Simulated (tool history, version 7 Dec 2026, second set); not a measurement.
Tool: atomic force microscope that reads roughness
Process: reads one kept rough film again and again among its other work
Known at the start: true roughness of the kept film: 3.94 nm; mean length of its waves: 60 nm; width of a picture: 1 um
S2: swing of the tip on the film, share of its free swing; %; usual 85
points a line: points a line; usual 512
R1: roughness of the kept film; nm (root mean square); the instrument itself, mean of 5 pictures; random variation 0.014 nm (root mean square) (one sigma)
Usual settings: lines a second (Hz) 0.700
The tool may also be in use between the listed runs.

Run 1, hour 0.0: usual settings. Result: R1 3.529 nm (root mean square).
Run 2, hour 6.8: usual settings but S2 59 %. Result: R1 3.692 nm (root mean square).
Run 3, hour 19.1: usual settings but S2 69 %. Result: R1 3.640 nm (root mean square).
Run 4, hour 32.5: usual settings but points a line 951. Result: R1 3.522 nm (root mean square).
Run 5, hour 45.7: usual settings but points a line 951. Result: R1 3.512 nm (root mean square).
Run 6, hour 55.4: usual settings but points a line 863. Result: R1 3.496 nm (root mean square).
Run 7, hour 66.4: usual settings but points a line 863. Result: R1 3.488 nm (root mean square).
Run 8, hour 79.2: usual settings but points a line 863. Result: R1 3.477 nm (root mean square).
Run 9, hour 86.9: usual settings. Result: R1 3.460 nm (root mean square).
Run 10, hour 92.4: usual settings. Result: R1 3.496 nm (root mean square).
Run 11, hour 100.2: usual settings. Result: R1 3.457 nm (root mean square).
Run 12, hour 111.8: usual settings. Result: R1 3.444 nm (root mean square).
Run 13, hour 117.8: usual settings. Result: R1 3.476 nm (root mean square).
Run 14, hour 131.2: usual settings. Result: R1 3.425 nm (root mean square).
Run 15, hour 142.9: usual settings. Result: R1 3.447 nm (root mean square).
Run 16, hour 152.2: usual settings. Result: R1 3.452 nm (root mean square).
Run 17, hour 158.3: usual settings. Result: R1 3.419 nm (root mean square).
Run 18, hour 168.9: usual settings. Result: R1 3.442 nm (root mean square).
Run 19, hour 174.8: usual settings. Result: R1 3.439 nm (root mean square).
Run 20, hour 182.1: usual settings. Result: R1 3.427 nm (root mean square).
Run 21, hour 190.7: usual settings. Result: R1 3.400 nm (root mean square).
Run 22, hour 198.6: usual settings. Result: R1 3.402 nm (root mean square).
Run 23, hour 211.1: usual settings but points a line 432. Result: R1 3.402 nm (root mean square).
Run 24, hour 216.8: usual settings. Result: R1 3.407 nm (root mean square).
Run 25, hour 224.9: usual settings but lines a second (Hz) 2.314, S2 87 %. Result: R1 2.958 nm (root mean square).
Run 26, hour 237.6: usual settings but lines a second (Hz) 1.532, S2 87 %. Result: R1 3.119 nm (root mean square).
Run 27, hour 245.0: usual settings but lines a second (Hz) 1.532, S2 87 %. Result: R1 3.135 nm (root mean square).
Run 28, hour 250.9: usual settings but lines a second (Hz) 1.532, S2 87 %. Result: R1 3.132 nm (root mean square).
At hour 252.9: height scale calibrated on a step standard.
Run 29, hour 259.8: usual settings but lines a second (Hz) 1.532, S2 87 %. Result: R1 3.090 nm (root mean square).
Run 30, hour 271.7: usual settings but lines a second (Hz) 1.532, S2 87 %. Result: R1 3.100 nm (root mean square).
Run 31, hour 284.5: usual settings but lines a second (Hz) 1.532, S2 87 %. Result: R1 3.102 nm (root mean square).
Run 32, hour 297.1: usual settings but lines a second (Hz) 3.249, points a line 798. Result: R1 2.732 nm (root mean square).
At hour 302.5: height scale calibrated on a step standard, once more.
Run 33, hour 311.1: usual settings but lines a second (Hz) 3.249, S2 81 %, points a line 798. Result: R1 2.864 nm (root mean square).
At hour 319.0: new tip fitted.
Run 34, hour 320.7: usual settings but points a line 566. Result: R1 3.565 nm (root mean square).
Run 35, hour 327.5: usual settings but points a line 414. Result: R1 3.583 nm (root mean square).
Run 36, hour 336.4: usual settings but lines a second (Hz) 2.964, S2 83 %, points a line 1005. Result: R1 3.061 nm (root mean square).
Run 37, hour 348.8: usual settings but lines a second (Hz) 1.480, S2 59 %, points a line 740. Result: R1 3.673 nm (root mean square).
Run 38, hour 357.8: usual settings but lines a second (Hz) 0.515, S2 67 %, points a line 265. Result: R1 3.711 nm (root mean square).
Run 39, hour 365.2: usual settings but lines a second (Hz) 0.515, S2 65 %, points a line 267. Result: R1 3.694 nm (root mean square).
Run 40, hour 374.8: usual settings but lines a second (Hz) 0.515, S2 65 %, points a line 267. Result: R1 3.719 nm (root mean square).
Run 41, hour 383.4: usual settings but lines a second (Hz) 0.515, S2 65 %, points a line 267. Result: R1 3.706 nm (root mean square).
Run 42, hour 392.3: usual settings but lines a second (Hz) 0.561, S2 67 %, points a line 453. Result: R1 3.700 nm (root mean square).
Run 43, hour 405.0: usual settings but lines a second (Hz) 2.648, S2 67 %, points a line 269. Result: R1 3.446 nm (root mean square).
Run 44, hour 413.5: usual settings but points a line 326. Result: R1 3.516 nm (root mean square).
Run 45, hour 426.7: usual settings but lines a second (Hz) 1.975, S2 87 %, points a line 274. Result: R1 3.148 nm (root mean square).
Run 46, hour 439.1: usual settings but lines a second (Hz) 0.842, S2 59 %, points a line 274. Result: R1 3.638 nm (root mean square).
Run 47, hour 450.4: usual settings but lines a second (Hz) 1.319, S2 78 %, points a line 642. Result: R1 3.444 nm (root mean square).
Run 48, hour 456.4: usual settings but lines a second (Hz) 0.596, S2 89 %, points a line 642. Result: R1 3.488 nm (root mean square).

The same runs without the tool's hidden state, with the same run-to-run variation:
The hidden state here: radius of the tip, nm; height scale over the true one, %; drift of the gauge itself on roughness_nm, %.
run     R1
  1  3.595
  2  3.765
  3  3.720
  4  3.608
  5  3.608
  6  3.597
  7  3.596
  8  3.591
  9  3.580
 10  3.620
 11  3.584
 12  3.579
 13  3.617
 14  3.572
 15  3.604
 16  3.614
 17  3.584
 18  3.615
 19  3.614
 20  3.606
 21  3.584
 22  3.591
 23  3.599
 24  3.607
 25  3.136
 26  3.316
 27  3.336
 28  3.336
 29  3.299
 30  3.316
 31  3.325
 32  2.935
 33  3.078
 34  3.573
 35  3.595
 36  3.076
 37  3.700
 38  3.745
 39  3.733
 40  3.764
 41  3.756
 42  3.757
 43  3.506
 44  3.583
 45  3.216
 46  3.726
 47  3.535
 48  3.584
